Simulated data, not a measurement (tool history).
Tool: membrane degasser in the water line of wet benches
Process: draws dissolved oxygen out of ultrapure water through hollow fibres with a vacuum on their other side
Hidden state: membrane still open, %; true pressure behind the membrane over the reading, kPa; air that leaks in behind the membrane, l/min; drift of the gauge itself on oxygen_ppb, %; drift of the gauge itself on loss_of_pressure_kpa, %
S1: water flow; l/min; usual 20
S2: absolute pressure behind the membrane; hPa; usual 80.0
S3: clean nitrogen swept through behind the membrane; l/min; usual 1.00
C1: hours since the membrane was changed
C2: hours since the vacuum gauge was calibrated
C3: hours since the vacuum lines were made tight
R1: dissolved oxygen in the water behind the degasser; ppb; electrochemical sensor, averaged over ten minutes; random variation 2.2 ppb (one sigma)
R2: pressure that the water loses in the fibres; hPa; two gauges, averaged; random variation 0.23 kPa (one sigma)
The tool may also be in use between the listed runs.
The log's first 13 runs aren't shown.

run 14 day=44.958 | S1=20 S2=80.0 S3=1.00 | C1=4157 C2=3593 C3=2070 | R1=218.9 R2=597.6
run 15 day=49.946 | S1=20 S2=80.0 S3=1.00 | C1=4277 C2=3713 C3=2190 | R1=223.1 R2=599.2
run 16 day=54.675 | S1=20 S2=80.0 S3=1.00 | C1=4390 C2=3826 C3=2303 | R1=221.3 R2=594.5
run 17 day=57.946 | S1=14 S2=63.9 S3=0.63 | C1=4469 C2=3905 C3=2382 | R1=160.1 R2=410.9
run 18 day=62.733 | S1=19 S2=63.9 S3=0.82 | C1=4584 C2=4020 C3=2497 | R1=170.0 R2=567.1
run 19 day=65.488 | S1=25 S2=80.0 S3=0.72 | C1=4650 C2=4086 C3=2563 | R1=355.9 R2=742.4
run 20 day=69.112 | S1=23 S2=73.1 S3=1.68 | C1=4737 C2=4173 C3=2650 | R1=146.1 R2=684.2
run 21 day=71.596 | S1=23 S2=73.1 S3=1.68 | C1=4796 C2=4233 C3=2709 | R1=148.1 R2=677.2
run 22 day=76.533 | S1=23 S2=73.1 S3=1.68 | C1=4915 C2=4351 C3=2828 | R1=148.7 R2=683.7
run 23 day=81.179 | S1=20 S2=170.9 S3=0.61 | C1=5026 C2=4463 C3=2939 | R1=883.6 R2=595.2
run 24 day=84.054 | S1=15 S2=68.6 S3=0.47 | C1=5095 C2=4532 C3=3008 | R1=239.7 R2=441.0
run 25 day=87.138 | S1=15 S2=68.6 S3=0.47 | C1=5169 C2=4606 C3=3082 | R1=241.2 R2=445.4
run 26 day=91.175 | S1=15 S2=68.6 S3=0.47 | C1=5266 C2=4702 C3=3179 | R1=244.3 R2=440.3
run 27 day=93.492 | S1=15 S2=113.4 S3=1.41 | C1=5322 C2=4758 C3=3235 | R1=205.5 R2=444.4

Forecast run 28:
-- day=94.783 gauge calibrated
run 28 day=96.517 | S1=15 S2=113.4 S3=1.41 | C1=5395 C2=4831 C3=3308 | R1=? R2=?

R1: 210.0 ppb
R2: 449.6 hPa
Without the tool's hidden state the same run would have given R1 209.9 ppb, R2 449.6 hPa.
